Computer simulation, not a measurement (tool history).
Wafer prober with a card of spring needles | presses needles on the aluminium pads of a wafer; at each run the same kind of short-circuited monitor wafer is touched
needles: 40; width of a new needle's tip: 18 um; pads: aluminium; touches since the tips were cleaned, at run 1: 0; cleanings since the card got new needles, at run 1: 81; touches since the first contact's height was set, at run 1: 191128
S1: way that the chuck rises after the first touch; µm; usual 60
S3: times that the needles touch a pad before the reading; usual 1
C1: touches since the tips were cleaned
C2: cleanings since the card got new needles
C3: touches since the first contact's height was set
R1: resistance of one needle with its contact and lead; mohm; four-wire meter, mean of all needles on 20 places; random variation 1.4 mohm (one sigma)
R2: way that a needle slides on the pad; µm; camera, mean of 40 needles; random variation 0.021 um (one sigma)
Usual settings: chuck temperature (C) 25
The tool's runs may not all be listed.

run 1 hour=0 | S1=60 chuck_temperature_(C)=25 S3=1 | C1=0 C2=81 C3=191128 | R1=128 R2=9.42
-- hour=16.7 tips cleaned on abrasive film
-- hour=30.1 tips cleaned on abrasive film
-- hour=37 height of the first contact set anew
-- hour=47.1 tips cleaned on abrasive film
run 2 hour=47.6 | S1=60 chuck_temperature_(C)=25 S3=1 | C1=227 C2=84 C3=5020 | R1=130 R2=9.68
-- hour=61 tips cleaned on abrasive film
-- hour=77.7 tips cleaned on abrasive film
run 3 hour=80.6 | S1=60 chuck_temperature_(C)=25 S3=1 | C1=1398 C2=86 C3=20796 | R1=146 R2=9.65
-- hour=94 tips cleaned on abrasive film
-- hour=110.7 tips cleaned on abrasive film
-- hour=127.4 tips cleaned on abrasive film
run 4 hour=136.6 | S1=60 chuck_temperature_(C)=28 S3=1 | C1=4445 C2=89 C3=47608 | R1=179 R2=9.61
-- hour=143.4 tips cleaned on abrasive film
-- hour=146.8 tips cleaned on abrasive film, once more
-- hour=163.5 tips cleaned on abrasive film
-- hour=176.9 tips cleaned on abrasive film
-- hour=190.3 tips cleaned on abrasive film
-- hour=207 tips cleaned on abrasive film
run 5 hour=218.7 | S1=60 chuck_temperature_(C)=28 S3=1 | C1=5664 C2=95 C3=86821 | R1=180 R2=9.55
-- hour=222.2 tips cleaned on abrasive film
-- hour=238.9 tips cleaned on abrasive film
-- hour=255.6 tips cleaned on abrasive film
run 6 hour=267.9 | S1=60 chuck_temperature_(C)=25 S3=1 | C1=5933 C2=98 C3=110317 | R1=188 R2=9.5
-- hour=271.3 tips cleaned on abrasive film
-- hour=288 tips cleaned on abrasive film
-- hour=304.7 tips cleaned on abrasive film
-- hour=321.4 tips cleaned on abrasive film
run 7 hour=332.7 | S1=60 chuck_temperature_(C)=25 S3=1 | C1=5415 C2=102 C3=141278 | R1=185 R2=9.5
-- hour=336.1 tips cleaned on abrasive film
-- hour=349.5 tips cleaned on abrasive film
-- hour=366.2 tips cleaned on abrasive film
run 8 hour=367.4 | S1=60 chuck_temperature_(C)=25 S3=1 | C1=573 C2=105 C3=157828 | R1=139 R2=9.43
-- hour=380.8 tips cleaned on abrasive film
-- hour=397.5 tips cleaned on abrasive film
-- hour=410.9 tips cleaned on abrasive film
run 9 hour=423.7 | S1=60 chuck_temperature_(C)=25 S3=1 | C1=6182 C2=108 C3=184779 | R1=190 R2=9.4
-- hour=427.1 tips cleaned on abrasive film
-- hour=443.8 tips cleaned on abrasive film
-- hour=460.5 tips cleaned on abrasive film
-- hour=473.9 tips cleaned on abrasive film
-- hour=474.2 height of the first contact set anew
-- hour=490.9 tips cleaned on abrasive film
run 10 hour=500.8 | S1=60 chuck_temperature_(C)=25 S3=2 | C1=4771 C2=113 C3=12759 | R1=154 R2=9.64
-- hour=507.6 tips cleaned on abrasive film
-- hour=524.3 tips cleaned on abrasive film
-- hour=537.7 tips cleaned on abrasive film
-- hour=554.4 tips cleaned on abrasive film
-- hour=571.1 tips cleaned on abrasive film
run 11 hour=576.1 | S1=60 chuck_temperature_(C)=25 S3=2 | C1=2395 C2=118 C3=48704 | R1=145 R2=9.62
-- hour=586.1 tips cleaned on abrasive film
-- hour=602.8 tips cleaned on abrasive film
-- hour=619.5 tips cleaned on abrasive film
run 12 hour=625.4 | S1=60 chuck_temperature_(C)=25 S3=2 | C1=2822 C2=121 C3=72296 | R1=150 R2=9.56
-- hour=635.5 tips cleaned on abrasive film
-- hour=652.2 tips cleaned on abrasive film
-- hour=668.9 tips cleaned on abrasive film
run 13 hour=680.1 | S1=60 chuck_temperature_(C)=25 S3=2 | C1=5377 C2=124 C3=98442 | R1=162 R2=9.54
-- hour=683.5 tips cleaned on abrasive film
-- hour=700.2 tips cleaned on abrasive film
-- hour=713.6 tips cleaned on abrasive film
-- hour=730.3 tips cleaned on abrasive film
-- hour=747 tips cleaned on abrasive film
run 14 hour=756.3 | S1=60 chuck_temperature_(C)=25 S3=2 | C1=4496 C2=129 C3=134891 | R1=157 R2=9.47
-- hour=763.1 tips cleaned on abrasive film
-- hour=779.8 tips cleaned on abrasive film
-- hour=793.6 tips cleaned on abrasive film
run 15 hour=793.6 | S1=78 chuck_temperature_(C)=25 S3=1 | C1=0 C2=132 C3=152682 | R1=117 R2=12.35
-- hour=810.3 tips cleaned on abrasive film
-- hour=823.7 tips cleaned on abrasive film
-- hour=840.4 tips cleaned on abrasive film
run 16 hour=841.3 | S1=60 chuck_temperature_(C)=109 S3=2 | C1=433 C2=135 C3=175463 | R1=141 R2=9.42
-- hour=854.7 tips cleaned on abrasive film
-- hour=871.4 tips cleaned on abrasive film
-- hour=884.8 tips cleaned on abrasive film
-- hour=898.2 tips cleaned on abrasive film
-- hour=908.4 height of the first contact set anew
-- hour=915.2 tips cleaned on abrasive film
run 17 hour=922.8 | S1=59 chuck_temperature_(C)=42 S3=2 | C1=3677 C2=140 C3=6872 | R1=155 R2=9.5
-- hour=929.6 tips cleaned on abrasive film
-- hour=946.3 tips cleaned on abrasive film
-- hour=963 tips cleaned on abrasive film
-- hour=979.7 tips cleaned on abrasive film
-- hour=996.4 tips cleaned on abrasive film
run 18 hour=999.5 | S1=59 chuck_temperature_(C)=42 S3=2 | C1=1505 C2=145 C3=43505 | R1=145 R2=9.44

Forecast run 19:
-- hour=1012.9 tips cleaned on abrasive film
-- hour=1026.3 tips cleaned on abrasive film
-- hour=1043 tips cleaned on abrasive film
-- hour=1059.7 tips cleaned on abrasive film
run 19 hour=1061.6 | S1=59 chuck_temperature_(C)=104 S3=1 | C1=914 C2=149 C3=73175 | R1=? R2=?

R1: 159 mohm
R2: 9.41 µm
Without the tool's hidden state the same run would have given R1 128 mohm, R2 9.51 µm.
